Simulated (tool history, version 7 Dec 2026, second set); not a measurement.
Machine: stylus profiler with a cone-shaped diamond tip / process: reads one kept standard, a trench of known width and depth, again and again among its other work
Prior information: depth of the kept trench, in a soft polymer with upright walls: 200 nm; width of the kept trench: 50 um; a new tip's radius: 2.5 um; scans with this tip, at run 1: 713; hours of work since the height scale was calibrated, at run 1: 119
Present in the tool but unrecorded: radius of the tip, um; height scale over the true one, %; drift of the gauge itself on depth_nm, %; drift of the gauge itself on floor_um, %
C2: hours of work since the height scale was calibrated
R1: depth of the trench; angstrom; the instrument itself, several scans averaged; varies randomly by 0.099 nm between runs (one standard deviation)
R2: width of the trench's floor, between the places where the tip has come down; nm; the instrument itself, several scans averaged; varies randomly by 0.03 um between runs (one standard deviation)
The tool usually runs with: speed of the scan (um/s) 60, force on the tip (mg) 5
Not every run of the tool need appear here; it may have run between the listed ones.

Run 1, day 0: usual settings; scans with this tip 713; C2 119. Result: R1 2038 angstrom, R2 47820 nm.
Run 2, day 0.617: usual settings; scans with this tip 766; C2 128. Result: R1 2039 angstrom, R2 47830 nm.
Run 3, day 0.992: usual settings; scans with this tip 797; C2 133. Result: R1 2037.1 angstrom, R2 47810 nm.
Run 4, day 1.475: usual settings but force on the tip (mg) 2.61; scans with this tip 838; C2 140. Result: R1 2022.5 angstrom, R2 47730 nm.
Run 5, day 2.142: usual settings but force on the tip (mg) 8.72; scans with this tip 895; C2 150. Result: R1 2055.2 angstrom, R2 47790 nm.
Run 6, day 2.833: usual settings; scans with this tip 954; C2 159. Result: R1 2035.3 angstrom, R2 47780 nm.
Run 7, day 3.275: usual settings; scans with this tip 991; C2 166. Result: R1 2036.7 angstrom, R2 47750 nm.
Run 8, day 3.721: usual settings but force on the tip (mg) 12.41; scans with this tip 1029; C2 172. Result: R1 2071.7 angstrom, R2 47730 nm.
Run 9, day 4.125: usual settings but force on the tip (mg) 12.41; scans with this tip 1063; C2 178. Result: R1 2070.7 angstrom, R2 47830 nm.
Run 10, day 4.538: usual settings but force on the tip (mg) 10.78; scans with this tip 1098; C2 184. Result: R1 2062.2 angstrom, R2 47810 nm.
Run 11, day 4.842: usual settings but speed of the scan (um/s) 155; scans with this tip 1124; C2 188. Result: R1 2037.4 angstrom, R2 47510 nm.
Run 12, day 5.133: usual settings but speed of the scan (um/s) 155; scans with this tip 1148; C2 192. Result: R1 2036.3 angstrom, R2 47590 nm.
Run 13, day 5.608: usual settings but speed of the scan (um/s) 20, force on the tip (mg) 11.52; scans with this tip 1188; C2 199. Result: R1 2066.5 angstrom, R2 47840 nm.
Run 14, day 5.958: usual settings but speed of the scan (um/s) 20, force on the tip (mg) 11.16; scans with this tip 1218; C2 204. Result: R1 2064.5 angstrom, R2 47830 nm.
Run 15, day 6.333: usual settings but speed of the scan (um/s) 157, force on the tip (mg) 3.04; scans with this tip 1250; C2 209. Result: R1 2027.7 angstrom, R2 47410 nm.
Run 16, day 6.871: usual settings but speed of the scan (um/s) 157, force on the tip (mg) 3.04; scans with this tip 1296; C2 217. Result: R1 2026.2 angstrom, R2 47450 nm.

3 ways to go on from here, each from the tool as it stands after run 16. What would each give?
Run A, day 7.338: usual settings but speed of the scan (um/s) 37, force on the tip (mg) 4.13; scans with this tip 1335; C2 223. Result: R1 ?, R2 ?.
Run B, day 7.338: usual settings but speed of the scan (um/s) 100, force on the tip (mg) 3.04; scans with this tip 1335; C2 223. Result: R1 ?, R2 ?.
Run C, day 7.338: usual settings but speed of the scan (um/s) 87, force on the tip (mg) 3.04; scans with this tip 1335; C2 223. Result: R1 ?, R2 ?.

run      R1     R2
  A  2031.7  47710
  B  2025.5  47560
  C  2024.9  47610
Without the tool's hidden state the same runs would have given:
run      R1     R2
  A  2034.3  47920
  B  2028.1  47770
  C  2027.5  47820

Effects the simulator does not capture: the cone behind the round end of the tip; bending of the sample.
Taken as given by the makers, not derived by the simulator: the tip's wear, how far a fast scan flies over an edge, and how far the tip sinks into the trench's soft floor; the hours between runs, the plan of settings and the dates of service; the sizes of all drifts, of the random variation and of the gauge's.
